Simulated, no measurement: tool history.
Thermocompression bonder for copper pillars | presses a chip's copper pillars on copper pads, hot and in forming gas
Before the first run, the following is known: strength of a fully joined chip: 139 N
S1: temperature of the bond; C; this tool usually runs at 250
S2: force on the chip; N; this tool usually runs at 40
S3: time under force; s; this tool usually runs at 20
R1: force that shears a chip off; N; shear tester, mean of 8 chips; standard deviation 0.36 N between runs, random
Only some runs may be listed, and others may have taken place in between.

{"run": 1, "day": 0.0, "S1": 250, "S2": 40, "S3": 20, "R1": 49.1}
{"day": 0.396, "done": "forming gas filter changed"}
{"run": 2, "day": 1.817, "S1": 250, "S2": 40, "S3": 20, "R1": 53.3}
{"run": 3, "day": 3.442, "S1": 250, "S2": 40, "S3": 20, "R1": 53.6}
{"run": 4, "day": 4.275, "S1": 250, "S2": 40, "S3": 20, "R1": 53.4}
{"run": 5, "day": 5.25, "S1": 271, "S2": 40, "S3": 20, "R1": 74.4}
{"run": 6, "day": 6.025, "S1": 271, "S2": 40, "S3": 20, "R1": 73.4}
{"run": 7, "day": 7.792, "S1": 238, "S2": 56, "S3": 20, "R1": 55.6}
{"run": 8, "day": 8.604, "S1": 248, "S2": 37, "S3": 11, "R1": 37.3}
{"run": 9, "day": 9.529, "S1": 248, "S2": 37, "S3": 11, "R1": 36.8}
{"run": 10, "day": 10.417, "S1": 256, "S2": 27, "S3": 33, "R1": 51.0}
{"run": 11, "day": 11.85, "S1": 265, "S2": 31, "S3": 38, "R1": 66.8}

4 ways to go on from here, each from the tool as it stands after run 11. What would each give?
{"run": "A", "day": 13.25, "S1": 239, "S2": 38, "S3": 38, "R1": "?"}
{"run": "B", "day": 13.25, "S1": 255, "S2": 40, "S3": 20, "R1": "?"}
{"run": "C", "day": 13.25, "S1": 274, "S2": 30, "S3": 38, "R1": "?"}
{"run": "D", "day": 13.25, "S1": 259, "S2": 31, "S3": 23, "R1": "?"}

run=A R1=51.7
run=B R1=55.4
run=C R1=74.0
run=D R1=50.2
Take away the tool's hidden state, keep each run's random variation, and the runs would have read:
run=A R1=50.8
run=B R1=55.0
run=C R1=74.8
run=D R1=49.8
